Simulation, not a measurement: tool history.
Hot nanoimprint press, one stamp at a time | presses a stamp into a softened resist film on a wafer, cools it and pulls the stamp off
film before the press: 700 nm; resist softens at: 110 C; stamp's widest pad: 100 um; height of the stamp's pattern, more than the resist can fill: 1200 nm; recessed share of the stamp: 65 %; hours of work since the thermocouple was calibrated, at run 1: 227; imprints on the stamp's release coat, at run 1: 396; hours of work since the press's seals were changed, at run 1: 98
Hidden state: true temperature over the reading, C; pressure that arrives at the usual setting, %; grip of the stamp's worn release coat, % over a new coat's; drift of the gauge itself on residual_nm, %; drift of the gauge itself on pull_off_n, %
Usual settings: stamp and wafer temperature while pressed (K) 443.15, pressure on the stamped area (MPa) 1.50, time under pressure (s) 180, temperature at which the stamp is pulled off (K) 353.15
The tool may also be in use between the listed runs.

run,hour,stamp and wafer temperature while pressed (K),pressure on the stamped area (MPa),time under pressure (s),temperature at which the stamp is pulled off (K),hours of work since the thermocouple was calibrated,imprints on the stamp's release coat,hours of work since the press's seals were changed,resist left under the stamp's widest pad (Å),greatest force while the stamp is pulled off (N)
1,0.0,443.15,1.50,180,353.15,227,396,98,3978,231
2,25.0,443.15,1.50,180,353.15,246,541,116,4015,246
3,41.8,443.15,1.50,180,353.15,258,639,129,3997,251
4,64.6,433.15,1.50,180,353.15,275,772,145,5556,264
# hour 94.6: stamp cleaned and given a new release coat
5,95.4,433.15,1.50,180,353.15,293,4,164,5583,202
6,105.6,443.15,1.50,180,353.15,300,64,171,4021,207
7,129.9,443.15,1.50,179,353.15,318,205,189,4029,221
8,151.9,443.15,1.50,180,353.15,335,334,205,4039,224
9,167.1,443.15,1.50,180,353.15,346,422,216,4073,221
# hour 176.6: plate thermocouple calibrated
10,182.2,453.15,1.50,180,353.15,4,492,225,2672,246
11,201.0,453.15,1.50,180,353.15,18,602,239,2663,245
12,219.8,453.15,1.50,180,353.15,32,711,253,2667,252
13,239.9,453.15,1.50,180,353.15,47,829,268,2674,263
# hour 260.6: stamp cleaned and given a new release coat
14,266.6,438.15,1.50,180,353.15,62,35,283,4805,202
15,279.5,438.15,1.50,180,353.15,71,110,292,4796,212
16,297.1,438.15,1.13,180,353.15,84,213,305,5209,209
17,320.7,435.15,1.11,180,353.15,101,350,323,5653,228
18,340.3,439.15,1.50,180,353.15,116,464,337,4639,241
19,358.9,439.15,1.50,180,353.15,130,572,351,4646,251
20,378.4,435.15,1.50,198,353.15,144,686,365,5194,260
21,395.5,434.15,1.50,208,359.15,157,786,378,5269,240
# hour 423.3: stamp cleaned and given a new release coat
22,426.8,434.15,1.50,208,359.15,175,20,396,5327,195
23,448.3,434.15,1.50,208,359.15,191,145,412,5291,204
24,468.6,443.15,1.04,248,350.15,206,263,427,4256,220
25,492.8,443.15,1.50,137,353.15,224,404,445,4410,229
26,505.0,443.15,1.50,137,353.15,233,475,454,4437,241
27,529.5,450.15,1.50,95,353.15,251,618,472,3870,254
28,542.6,452.15,1.50,95,344.15,260,694,481,3632,264
29,559.1,447.15,1.50,180,347.15,272,790,493,3542,271
# hour 585.3: stamp cleaned and given a new release coat
30,589.3,443.15,2.06,101,354.15,290,23,511,4353,213

4 ways to go on from here, each from the tool as it stands after run 30. What would each give?
A,601.5,443.15,2.06,101,340.15,299,94,520,?,?
B,601.5,450.15,1.50,175,353.15,299,94,520,?,?
C,601.5,450.15,1.69,280,353.15,299,94,520,?,?
D,601.5,443.15,1.50,154,353.15,299,94,520,?,?

run,resist left under the stamp's widest pad (Å),greatest force while the stamp is pulled off (N)
A,4340,233
B,3171,212
C,2488,212
D,4321,208
Without the tool's hidden state the same runs would have given:
run,resist left under the stamp's widest pad (Å),greatest force while the stamp is pulled off (N)
A,4134,224
B,3017,204
C,2353,205
D,4139,201
